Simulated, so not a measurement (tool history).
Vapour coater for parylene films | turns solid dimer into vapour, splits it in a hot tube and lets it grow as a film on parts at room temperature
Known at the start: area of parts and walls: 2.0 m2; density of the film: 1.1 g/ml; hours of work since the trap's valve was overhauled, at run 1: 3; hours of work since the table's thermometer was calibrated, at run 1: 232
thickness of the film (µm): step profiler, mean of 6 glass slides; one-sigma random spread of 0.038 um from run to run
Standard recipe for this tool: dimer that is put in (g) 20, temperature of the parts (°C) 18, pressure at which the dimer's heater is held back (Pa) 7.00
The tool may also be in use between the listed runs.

run	hour	dimer that is put in (g)	temperature of the parts (°C)	pressure at which the dimer's heater is held back (Pa)	hours of work since the trap's valve was overhauled	hours of work since the table's thermometer was calibrated	thickness of the film (µm)
1	0.0	20	18	7.00	3	232	5.20
2	24.5	14	18	7.00	15	244	3.61
3	67.3	20	18	7.00	35	265	5.12
4	97.6	20	18	7.00	50	279	5.13
5	141.7	20	18	7.00	71	300	5.23
6	171.2	20	18	7.00	85	314	5.11
7	194.1	20	18	7.00	96	325	5.12
8	246.3	20	18	7.00	121	350	5.06
9	292.2	20	18	7.00	143	372	5.07
10	328.8	20	18	7.00	160	390	5.15
11	358.2	20	18	7.00	174	404	5.08
12	386.6	20	18	7.00	188	418	5.08
13	431.4	20	18	6.93	210	439	5.03
14	464.8	20	18	6.93	226	455	5.06
15	497.9	20	18	7.00	241	471	5.02
16	537.4	20	18	7.00	260	490	5.00
17	560.2	20	18	7.00	271	501	5.01
18	607.4	20	18	7.00	294	523	5.00
19	641.4	20	18	7.00	310	540	4.94
20	664.4	20	18	6.96	321	551	5.00
21	715.2	20	18	6.96	346	575	4.94
22	749.8	20	18	6.96	362	592	4.93
23	788.1	20	18	6.96	381	610	4.97
24	837.3	20	17	7.48	404	634	5.00
25	875.8	36	18	9.09	423	652	8.15
26	929.2	36	18	9.09	448	678	8.23
27	967.8	36	18	9.09	467	696	8.23
28	997.3	29	18	7.00	481	710	7.01
29	1038.2	15	18	6.32	500	730	3.68
30	1080.6	20	30	7.60	521	750	3.49
# hour 1104.2: trap's valve overhauled
31	1116.0	20	18	2.77	6	765	6.62
32	1150.6	9	18	3.05	22	782	2.83
33	1185.6	11	10	2.29	39	799	4.59
34	1215.3	11	10	2.29	53	813	4.57
35	1248.0	19	14	4.27	69	829	6.14
36	1271.5	9	11	3.87	80	840	3.24
37	1294.7	9	11	3.87	91	851	3.15
38	1334.6	18	18	3.48	110	870	5.55
39	1366.4	14	18	3.48	126	885	4.30
40	1395.5	14	18	3.48	140	899	4.25
41	1443.4	20	25	7.00	163	922	4.31
42	1472.9	20	26	7.00	177	936	4.22
43	1517.4	26	14	2.97	198	958	8.97
44	1541.0	20	14	4.87	209	969	6.06
45	1580.3	20	14	4.87	228	988	6.15
46	1621.4	22	14	4.94	248	1008	6.70

Branching from run 46: 5 alternative next runs. What would each branch give?
A	1673.8	13	11	4.50	273	1033	?
B	1673.8	25	18	7.00	273	1033	?
C	1673.8	26	20	4.94	273	1033	?
D	1673.8	15	18	4.35	273	1033	?
E	1673.8	13	18	2.18	273	1033	?

run	thickness of the film (µm)
A	4.30
B	6.26
C	6.79
D	4.22
E	4.30
With the hidden condition removed and each run's random variation left untouched, the same runs would have given:
run	thickness of the film (µm)
A	4.44
B	6.47
C	7.01
D	4.36
E	4.44
